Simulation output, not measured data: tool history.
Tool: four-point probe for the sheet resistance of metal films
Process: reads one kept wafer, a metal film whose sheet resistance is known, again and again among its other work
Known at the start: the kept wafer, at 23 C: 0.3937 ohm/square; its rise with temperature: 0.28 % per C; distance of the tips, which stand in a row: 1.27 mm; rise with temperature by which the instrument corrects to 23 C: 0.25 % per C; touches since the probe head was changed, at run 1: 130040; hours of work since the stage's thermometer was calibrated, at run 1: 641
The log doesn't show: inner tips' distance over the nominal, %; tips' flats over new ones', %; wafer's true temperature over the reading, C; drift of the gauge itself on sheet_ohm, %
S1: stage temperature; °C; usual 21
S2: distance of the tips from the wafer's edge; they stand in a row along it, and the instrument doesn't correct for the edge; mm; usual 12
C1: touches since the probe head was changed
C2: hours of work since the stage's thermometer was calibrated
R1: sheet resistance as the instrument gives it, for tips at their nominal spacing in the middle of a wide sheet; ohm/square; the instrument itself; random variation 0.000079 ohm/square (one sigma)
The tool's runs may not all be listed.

{"run": 1, "day": 0.0, "S1": 21, "S2": 12, "C1": 130040, "C2": 641, "R1": 0.395951}
{"run": 2, "day": 2.65, "S1": 21, "S2": 12, "C1": 133957, "C2": 689, "R1": 0.395815}
{"run": 3, "day": 4.4, "S1": 21, "S2": 12, "C1": 136540, "C2": 721, "R1": 0.395693}
{"run": 4, "day": 7.588, "S1": 21, "S2": 12, "C1": 141252, "C2": 779, "R1": 0.395775}
{"run": 5, "day": 10.596, "S1": 21, "S2": 12, "C1": 145702, "C2": 834, "R1": 0.395949}
{"day": 12.975, "done": "new probe head fitted"}
{"run": 6, "day": 14.112, "S1": 21, "S2": 12, "C1": 1684, "C2": 897, "R1": 0.395911}
{"run": 7, "day": 17.417, "S1": 23, "S2": 12, "C1": 6562, "C2": 957, "R1": 0.396153}
{"run": 8, "day": 19.812, "S1": 23, "S2": 12, "C1": 10106, "C2": 1001, "R1": 0.395979}
{"run": 9, "day": 23.3, "S1": 23, "S2": 35, "C1": 15258, "C2": 1064, "R1": 0.393958}
{"run": 10, "day": 26.279, "S1": 23, "S2": 35, "C1": 19663, "C2": 1118, "R1": 0.39396}
{"run": 11, "day": 28.204, "S1": 25, "S2": 37, "C1": 22509, "C2": 1153, "R1": 0.394184}
{"run": 12, "day": 30.912, "S1": 25, "S2": 37, "C1": 26510, "C2": 1202, "R1": 0.394107}
{"run": 13, "day": 34.221, "S1": 20, "S2": 28, "C1": 31398, "C2": 1263, "R1": 0.393808}
{"run": 14, "day": 36.575, "S1": 20, "S2": 28, "C1": 34879, "C2": 1305, "R1": 0.39387}
{"run": 15, "day": 38.479, "S1": 20, "S2": 28, "C1": 37695, "C2": 1340, "R1": 0.393856}
{"run": 16, "day": 41.392, "S1": 20, "S2": 28, "C1": 41999, "C2": 1393, "R1": 0.393941}
{"run": 17, "day": 43.133, "S1": 20, "S2": 28, "C1": 44572, "C2": 1425, "R1": 0.39384}
{"run": 18, "day": 46.233, "S1": 20, "S2": 28, "C1": 49153, "C2": 1481, "R1": 0.393793}

Hidden state at the last listed run before each entry between runs and at the first one after, where it differs:
Between runs 5 and 6: new probe head fitted (day 12.975)
  inner tips' distance over the nominal, %: -0.006 -> -0.001
